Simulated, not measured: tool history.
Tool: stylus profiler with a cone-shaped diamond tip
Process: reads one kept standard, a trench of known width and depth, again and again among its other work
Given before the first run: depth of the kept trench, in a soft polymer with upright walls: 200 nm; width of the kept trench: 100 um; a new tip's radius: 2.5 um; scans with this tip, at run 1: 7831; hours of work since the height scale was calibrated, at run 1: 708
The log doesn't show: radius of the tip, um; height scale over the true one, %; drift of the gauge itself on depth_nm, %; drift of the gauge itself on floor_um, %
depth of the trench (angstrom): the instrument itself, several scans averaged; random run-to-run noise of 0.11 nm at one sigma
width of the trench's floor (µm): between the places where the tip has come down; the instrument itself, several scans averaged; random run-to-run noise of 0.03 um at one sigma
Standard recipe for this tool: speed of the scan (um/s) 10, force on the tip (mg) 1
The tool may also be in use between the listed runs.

run,hour,speed of the scan (um/s),force on the tip (mg),scans with this tip,hours of work since the height scale was calibrated,depth of the trench (angstrom),width of the trench's floor (µm)
1,0,10,1,7831,708,2004.6,97.58
2,49.1,10,1,8160,738,2001.8,97.59
3,96.4,10,2.08,8477,767,2012.6,97.56
4,132.7,10,2.08,8721,789,2010.5,97.59
5,183.7,10,1,9063,820,2004.5,97.5
6,227.5,10,1,9357,846,2001.9,97.49
7,279,10,1,9702,877,2002,97.5
8,305.3,10,1,9878,893,2002.5,97.51
9,343.1,10,0.43,10131,916,1998.4,97.39
10,390.2,10,0.43,10448,945,1998.4,97.41
11,430.9,10,0.43,10720,969,1997.1,97.44
12,474,10,0.43,11010,996,1998,97.4
13,509.1,10,0.43,11245,1017,1997.9,97.31
14,563.8,10,0.47,11612,1050,1997.1,97.3
15,606.8,10,1,11901,1076,2000.2,97.42
16,640.2,10,1,12125,1096,1999.6,97.36
17,671.5,10,1,12335,1115,2000,97.41
18,700.8,10,1,12531,1133,2001.4,97.33
19,734.9,10,1,12760,1154,1999.2,97.32
20,783.2,10,1,13084,1183,2000.4,97.34
21,813,12,1.32,13284,1201,2002,97.33
22,852,25,2.5,13545,1225,2008.2,97.29
23,878.6,15,0.37,13723,1241,1995.7,97.24
24,933.7,2,2.16,14093,1274,2007,97.33
25,966.2,35,0.89,14311,1294,1998.5,97.08
26,1013.2,3,0.89,14626,1323,1998.8,97.28
27,1056.1,3,0.89,14914,1349,1994.7,97.33
28,1089.7,3,1.03,15139,1369,2000.6,97.29
29,1131.5,4,1.83,15420,1394,2002.6,97.23
30,1171.3,4,1.83,15687,1419,2004.7,97.26
31,1226.3,10,0.78,16056,1452,1995.7,97.18
32,1250.3,3,0.43,16216,1466,1993.5,97.17

For run 33, what comes out?
33,1279.8,3,0.43,16414,1484,?,?

depth of the trench (angstrom): 1992.5
width of the trench's floor (µm): 97.22
On a tool with no hidden condition, and with the same random variation, this run would have come out at depth of the trench (angstrom) 2005.9, width of the trench's floor (µm) 98.03.
